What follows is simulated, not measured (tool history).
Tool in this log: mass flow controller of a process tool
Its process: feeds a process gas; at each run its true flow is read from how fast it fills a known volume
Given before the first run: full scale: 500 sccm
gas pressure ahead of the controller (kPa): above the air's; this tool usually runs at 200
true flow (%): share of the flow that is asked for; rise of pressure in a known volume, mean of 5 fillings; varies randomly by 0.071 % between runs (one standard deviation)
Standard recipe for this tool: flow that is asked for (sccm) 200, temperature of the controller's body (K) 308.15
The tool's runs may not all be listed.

run    hour  flow that is asked for (sccm)  gas pressure ahead of the controller (kPa)  temperature of the controller's body (K)  true flow (%)
  1       0                            200                                         200                                    308.15          99.77
  2   168.3                            200                                         200                                    308.15           99.9
  3   335.4                            200                                         200                                    308.15          99.91
  4   506.2                            226                                         200                                    308.15          99.89
  5   625.8                            200                                         247                                    308.15            100
  6     712                            200                                         247                                    308.15          99.87
  7   908.4                            200                                         159                                    308.15          99.65
  8  1062.1                            200                                         159                                    308.15          99.79
  9  1212.6                            200                                         141                                    308.15           99.6
 10  1327.2                            200                                         200                                    309.15         100.02
 11  1476.8                            200                                         200                                    309.15          99.78
 12  1608.1                            200                                         200                                    309.15          99.83
 13  1740.4                            200                                         200                                    309.15          99.96
 14  1949.4                            200                                         200                                    309.15          99.87
     1959.8  -- controller's zero set anew
 15  2104.5                            365                                         200                                    301.15          99.76
 16  2303.9                             97                                         211                                    299.15          100.4
 17  2458.7                            383                                         262                                    303.15          99.93
 18  2567.1                            383                                         262                                    303.15         100.07
 19  2771.6                            293                                         250                                    298.15           99.8
 20  2954.9                            124                                         163                                    298.15          99.99
 21    3075                             64                                         168                                    296.15         101.12
     3205.5  -- controller's zero set anew, once more
 22  3234.8                             64                                         183                                    293.15          98.84

Run 23, settings as shown, results not yet in. Your forecast:
 23  3374.9                            432                                         260                                    308.15              ?

Run 23 gave true flow (%) 99.66.
With the hidden condition absent and the run-to-run variation left alone, this run would have shown true flow (%) 100.25.

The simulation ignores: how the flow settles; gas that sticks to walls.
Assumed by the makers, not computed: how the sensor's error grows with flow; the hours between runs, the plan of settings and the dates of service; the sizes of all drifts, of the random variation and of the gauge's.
